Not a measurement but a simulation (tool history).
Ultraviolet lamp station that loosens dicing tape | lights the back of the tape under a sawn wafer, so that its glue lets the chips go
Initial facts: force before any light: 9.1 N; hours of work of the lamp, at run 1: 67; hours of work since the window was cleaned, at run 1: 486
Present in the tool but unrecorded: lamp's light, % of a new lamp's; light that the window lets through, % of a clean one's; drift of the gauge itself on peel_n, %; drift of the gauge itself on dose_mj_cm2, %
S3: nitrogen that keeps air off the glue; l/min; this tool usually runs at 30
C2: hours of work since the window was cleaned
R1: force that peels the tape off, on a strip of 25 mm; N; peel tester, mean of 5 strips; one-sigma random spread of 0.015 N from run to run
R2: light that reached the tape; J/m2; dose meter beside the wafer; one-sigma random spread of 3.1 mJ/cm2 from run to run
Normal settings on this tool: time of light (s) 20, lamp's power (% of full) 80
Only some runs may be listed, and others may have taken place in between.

Run 1, hour 0.0: usual settings; hours of work of the lamp 67; C2 486. Result: R1 1.075 N, R2 3970 J/m2.
Run 2, hour 15.0: usual settings; hours of work of the lamp 75; C2 495. Result: R1 1.045 N, R2 3890 J/m2.
Run 3, hour 36.5: usual settings; hours of work of the lamp 87; C2 506. Result: R1 1.079 N, R2 3840 J/m2.
At hour 58.5: window cleaned of glue's vapour.
Run 4, hour 58.5: usual settings; hours of work of the lamp 99; C2 0. Result: R1 0.787 N, R2 4610 J/m2.
Run 5, hour 75.9: usual settings; hours of work of the lamp 108; C2 10. Result: R1 0.781 N, R2 4580 J/m2.
Run 6, hour 97.4: usual settings; hours of work of the lamp 120; C2 21. Result: R1 0.772 N, R2 4570 J/m2.
Run 7, hour 122.8: usual settings; hours of work of the lamp 134; C2 35. Result: R1 0.839 N, R2 4500 J/m2.
Run 8, hour 144.8: usual settings; hours of work of the lamp 146; C2 47. Result: R1 0.843 N, R2 4470 J/m2.
Run 9, hour 175.9: usual settings but time of light (s) 11; hours of work of the lamp 163; C2 64. Result: R1 2.346 N, R2 2420 J/m2.
Run 10, hour 199.9: usual settings; hours of work of the lamp 176; C2 77. Result: R1 0.844 N, R2 4420 J/m2.
Run 11, hour 232.2: usual settings; hours of work of the lamp 193; C2 95. Result: R1 0.877 N, R2 4360 J/m2.
Run 12, hour 260.8: usual settings; hours of work of the lamp 209; C2 110. Result: R1 0.863 N, R2 4310 J/m2.
Run 13, hour 289.2: usual settings; hours of work of the lamp 224; C2 126. Result: R1 0.915 N, R2 4270 J/m2.
Run 14, hour 304.2: usual settings; hours of work of the lamp 233; C2 134. Result: R1 0.933 N, R2 4170 J/m2.
Run 15, hour 330.0: usual settings; hours of work of the lamp 247; C2 148. Result: R1 0.926 N, R2 4230 J/m2.
Run 16, hour 347.6: usual settings but lamp's power (% of full) 100; hours of work of the lamp 256; C2 158. Result: R1 0.615 N, R2 5150 J/m2.
Run 17, hour 364.5: usual settings but lamp's power (% of full) 100; hours of work of the lamp 265; C2 167. Result: R1 0.634 N, R2 5210 J/m2.
Run 18, hour 391.7: usual settings but lamp's power (% of full) 100; hours of work of the lamp 280; C2 182. Result: R1 0.627 N, R2 5120 J/m2.
Run 19, hour 409.0: usual settings but lamp's power (% of full) 100; hours of work of the lamp 290; C2 191. Result: R1 0.647 N, R2 5100 J/m2.
Run 20, hour 435.8: usual settings but lamp's power (% of full) 100; hours of work of the lamp 304; C2 206. Result: R1 0.671 N, R2 5030 J/m2.
Run 21, hour 451.9: usual settings but lamp's power (% of full) 100; hours of work of the lamp 313; C2 214. Result: R1 0.660 N, R2 5030 J/m2.
Run 22, hour 485.2: usual settings; hours of work of the lamp 331; C2 233. Result: R1 1.094 N, R2 3930 J/m2.
Run 23, hour 504.3: usual settings but time of light (s) 14, lamp's power (% of full) 67, S3 10 l/min; hours of work of the lamp 342; C2 243. Result: R1 3.385 N, R2 2290 J/m2.
Run 24, hour 524.9: usual settings but time of light (s) 36, lamp's power (% of full) 63, S3 12 l/min; hours of work of the lamp 353; C2 254. Result: R1 0.885 N, R2 5520 J/m2.
Run 25, hour 546.6: usual settings but time of light (s) 28; hours of work of the lamp 365; C2 266. Result: R1 0.591 N, R2 5340 J/m2.
Run 26, hour 562.2: usual settings but time of light (s) 12, lamp's power (% of full) 63, S3 27 l/min; hours of work of the lamp 373; C2 274. Result: R1 3.287 N, R2 1780 J/m2.
Run 27, hour 576.3: usual settings but time of light (s) 29, lamp's power (% of full) 90, S3 14 l/min; hours of work of the lamp 381; C2 282. Result: R1 0.639 N, R2 6170 J/m2.
Run 28, hour 593.9: usual settings but time of light (s) 29, lamp's power (% of full) 90, S3 14 l/min; hours of work of the lamp 390; C2 292. Result: R1 0.654 N, R2 6130 J/m2.
Run 29, hour 610.8: usual settings but time of light (s) 25, lamp's power (% of full) 62, S3 25 l/min; hours of work of the lamp 400; C2 301. Result: R1 1.320 N, R2 3630 J/m2.
Run 30, hour 636.8: usual settings but time of light (s) 21, lamp's power (% of full) 72, S3 10 l/min; hours of work of the lamp 414; C2 315. Result: R1 2.116 N, R2 3500 J/m2.
Run 31, hour 653.6: usual settings but S3 21 l/min; hours of work of the lamp 423; C2 324. Result: R1 1.433 N, R2 3660 J/m2.
Run 32, hour 681.0: usual settings but lamp's power (% of full) 73; hours of work of the lamp 438; C2 339. Result: R1 1.466 N, R2 3310 J/m2.
Run 33, hour 701.7: usual settings but lamp's power (% of full) 90; hours of work of the lamp 449; C2 350. Result: R1 0.988 N, R2 4050 J/m2.
Run 34, hour 734.6: usual settings but S3 10 l/min; hours of work of the lamp 467; C2 368. Result: R1 2.075 N, R2 3600 J/m2.
Run 35, hour 752.0: usual settings but time of light (s) 14, lamp's power (% of full) 73, S3 28 l/min; hours of work of the lamp 477; C2 378. Result: R1 2.526 N, R2 2270 J/m2.
Run 36, hour 768.7: usual settings but time of light (s) 14, lamp's power (% of full) 73, S3 28 l/min; hours of work of the lamp 486; C2 387. Result: R1 2.613 N, R2 2240 J/m2.
Run 37, hour 794.0: usual settings but time of light (s) 14, lamp's power (% of full) 73, S3 28 l/min; hours of work of the lamp 499; C2 401. Result: R1 2.568 N, R2 2210 J/m2.
Run 38, hour 821.5: usual settings but time of light (s) 15, lamp's power (% of full) 73, S3 11 l/min; hours of work of the lamp 514; C2 416. Result: R1 3.287 N, R2 2350 J/m2.
Run 39, hour 849.5: usual settings but time of light (s) 37, lamp's power (% of full) 65, S3 17 l/min; hours of work of the lamp 530; C2 431. Result: R1 0.858 N, R2 5120 J/m2.
Run 40, hour 873.2: usual settings but S3 15 l/min; hours of work of the lamp 543; C2 444. Result: R1 1.966 N, R2 3320 J/m2.
Run 41, hour 904.0: usual settings but time of light (s) 14, lamp's power (% of full) 73; hours of work of the lamp 559; C2 461. Result: R1 2.673 N, R2 2080 J/m2.
Run 42, hour 926.2: usual settings but lamp's power (% of full) 77, S3 19 l/min; hours of work of the lamp 571; C2 473. Result: R1 1.879 N, R2 3150 J/m2.
Run 43, hour 940.2: usual settings but time of light (s) 13, S3 26 l/min; hours of work of the lamp 579; C2 480. Result: R1 2.789 N, R2 2130 J/m2.

Across each entry between runs, compare the hidden state at the last listed run before it with the hidden state at the first listed run after it:
Logged between run 3 and run 4: window cleaned of glue's vapour (hour 58.5)
  lamp's light, % of a new lamp's: 96.1 -> 95.7; light that the window lets through, % of a clean one's: 82.7 -> 99.9
  measured less the result without the state, R1: +0.388 -> +0.069 N; R2: -980 -> -220 J/m2
